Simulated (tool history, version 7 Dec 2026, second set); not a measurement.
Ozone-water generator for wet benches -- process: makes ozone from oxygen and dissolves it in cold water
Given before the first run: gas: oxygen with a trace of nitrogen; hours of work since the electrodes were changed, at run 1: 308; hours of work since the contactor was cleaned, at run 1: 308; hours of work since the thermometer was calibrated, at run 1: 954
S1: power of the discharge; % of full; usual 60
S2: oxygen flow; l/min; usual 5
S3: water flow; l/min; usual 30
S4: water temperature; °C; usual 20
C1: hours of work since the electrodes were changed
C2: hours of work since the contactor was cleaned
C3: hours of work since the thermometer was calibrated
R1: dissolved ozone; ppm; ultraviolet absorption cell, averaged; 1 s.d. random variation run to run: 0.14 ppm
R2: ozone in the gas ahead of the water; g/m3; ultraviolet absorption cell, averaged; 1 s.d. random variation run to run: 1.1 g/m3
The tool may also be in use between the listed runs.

Run 1, hour 0: usual settings; C1 308; C2 308; C3 954. Result: R1 15.8 ppm, R2 186 g/m3.
Run 2, hour 23.4: usual settings but S2 3.8 l/min; C1 325; C2 325; C3 971. Result: R1 15.6 ppm, R2 223.4 g/m3.
Run 3, hour 54.1: usual settings but S2 3.8 l/min; C1 347; C2 347; C3 992. Result: R1 15.7 ppm, R2 223.9 g/m3.
Run 4, hour 85.6: usual settings but S3 47 l/min; C1 369; C2 369; C3 1014. Result: R1 11.1 ppm, R2 187.9 g/m3.
Run 5, hour 101.5: usual settings; C1 380; C2 380; C3 1026. Result: R1 15.7 ppm, R2 186.7 g/m3.
Run 6, hour 117.8: usual settings but S3 23 l/min; C1 391; C2 391; C3 1037. Result: R1 19.4 ppm, R2 185.6 g/m3.
Run 7, hour 137.6: usual settings; C1 405; C2 405; C3 1051. Result: R1 16 ppm, R2 186.7 g/m3.
Run 8, hour 167.3: usual settings; C1 426; C2 426; C3 1072. Result: R1 15.5 ppm, R2 186.7 g/m3.
Run 9, hour 200.8: usual settings but S2 4.18 l/min; C1 450; C2 450; C3 1096. Result: R1 15.8 ppm, R2 209.2 g/m3.
Run 10, hour 227.8: usual settings but S2 4.18 l/min; C1 469; C2 469; C3 1115. Result: R1 15.8 ppm, R2 206.7 g/m3.
Run 11, hour 261.5: usual settings but S2 4.18 l/min; C1 493; C2 493; C3 1138. Result: R1 15.6 ppm, R2 208.3 g/m3.
Run 12, hour 288.4: usual settings but S3 22 l/min; C1 512; C2 512; C3 1157. Result: R1 19.8 ppm, R2 185.3 g/m3.
Run 13, hour 315: usual settings but S3 22 l/min; C1 530; C2 530; C3 1176. Result: R1 20 ppm, R2 186.2 g/m3.
Run 14, hour 344.7: usual settings but S2 4.74 l/min; C1 551; C2 551; C3 1197. Result: R1 16 ppm, R2 193.7 g/m3.
Run 15, hour 360.1: usual settings but S3 44 l/min; C1 562; C2 562; C3 1208. Result: R1 11.3 ppm, R2 186.4 g/m3.
Run 16, hour 387.6: usual settings; C1 581; C2 581; C3 1227. Result: R1 16 ppm, R2 187.1 g/m3.
Run 17, hour 409.6: usual settings; C1 597; C2 597; C3 1243. Result: R1 15.7 ppm, R2 186.4 g/m3.
Run 18, hour 440.5: usual settings; C1 619; C2 619; C3 1264. Result: R1 15.8 ppm, R2 187.4 g/m3.
Run 19, hour 458.7: usual settings but S1 87 % of full, S3 40 l/min; C1 631; C2 631; C3 1277. Result: R1 17.2 ppm, R2 253.9 g/m3.
Run 20, hour 478.6: usual settings but S2 3.06 l/min, S3 44 l/min; C1 645; C2 645; C3 1291. Result: R1 10.7 ppm, R2 255.2 g/m3.
Run 21, hour 515.5: usual settings but S1 90 % of full, S2 3.06 l/min, S3 24 l/min, S4 21 °C; C1 671; C2 671; C3 1317. Result: R1 26.1 ppm, R2 360.1 g/m3.
Run 22, hour 534.1: usual settings but S1 90 % of full, S2 3.48 l/min, S3 24 l/min, S4 24 °C; C1 685; C2 685; C3 1330. Result: R1 25.4 ppm, R2 330.8 g/m3.
Run 23, hour 570.2: usual settings but S1 41 % of full, S4 23 °C; C1 710; C2 710; C3 1356. Result: R1 11 ppm, R2 134.8 g/m3.
Run 24, hour 606.6: usual settings but S1 68 % of full, S2 7.38 l/min, S3 31 l/min; C1 736; C2 736; C3 1381. Result: R1 16.8 ppm, R2 160.4 g/m3.
Run 25, hour 640.2: usual settings but S1 86 % of full, S4 27 °C; C1 759; C2 759; C3 1405. Result: R1 19.4 ppm, R2 251.4 g/m3.
Run 26, hour 672.2: usual settings but S1 86 % of full, S4 27 °C; C1 782; C2 782; C3 1427. Result: R1 19.7 ppm, R2 251.5 g/m3.
Run 27, hour 692.6: usual settings but S1 56 % of full, S2 4.3 l/min, S3 20 l/min, S4 16 °C; C1 796; C2 796; C3 1442. Result: R1 20.9 ppm, R2 193.6 g/m3.
Run 28, hour 726.8: usual settings but S2 6.12 l/min, S3 25 l/min; C1 820; C2 820; C3 1466. Result: R1 17.8 ppm, R2 163.8 g/m3.
Run 29, hour 758.9: usual settings but S1 74 % of full, S2 6.37 l/min, S3 24 l/min, S4 17 °C; C1 843; C2 843; C3 1489. Result: R1 22.9 ppm, R2 190.4 g/m3.
Run 30, hour 776.8: usual settings but S2 4.1 l/min, S3 18 l/min; C1 856; C2 856; C3 1501. Result: R1 22.8 ppm, R2 211.9 g/m3.
Run 31, hour 803: usual settings but S1 74 % of full; C1 874; C2 874; C3 1520. Result: R1 18.7 ppm, R2 219 g/m3.
Run 32, hour 829.6: usual settings but S1 74 % of full; C1 893; C2 893; C3 1538. Result: R1 18.9 ppm, R2 219.7 g/m3.
Run 33, hour 853.7: usual settings but S3 37 l/min; C1 910; C2 910; C3 1555. Result: R1 13.5 ppm, R2 187.7 g/m3.

Forecast each of these 4 alternatives for the next run:
Run A, hour 869.4: usual settings but S2 8.45 l/min; C1 921; C2 921; C3 1566. Result: R1 ?, R2 ?.
Run B, hour 869.4: usual settings but S1 95 % of full, S2 4.54 l/min, S3 37 l/min, S4 13 °C; C1 921; C2 921; C3 1566. Result: R1 ?, R2 ?.
Run C, hour 869.4: usual settings but S1 71 % of full; C1 921; C2 921; C3 1566. Result: R1 ?, R2 ?.
Run D, hour 869.4: usual settings but S2 5.38 l/min, S4 14 °C; C1 921; C2 921; C3 1566. Result: R1 ?, R2 ?.

run    R1     R2
  A  15.1  132.5
  B  20.5  291.8
  C  18.1  213.1
  D  16.6  177.7
Had the tool no hidden state, the same runs would have come out as:
run    R1     R2
  A  15.4  134.2
  B  21.1  297.2
  C  18.5  216.3
  D    17  179.9

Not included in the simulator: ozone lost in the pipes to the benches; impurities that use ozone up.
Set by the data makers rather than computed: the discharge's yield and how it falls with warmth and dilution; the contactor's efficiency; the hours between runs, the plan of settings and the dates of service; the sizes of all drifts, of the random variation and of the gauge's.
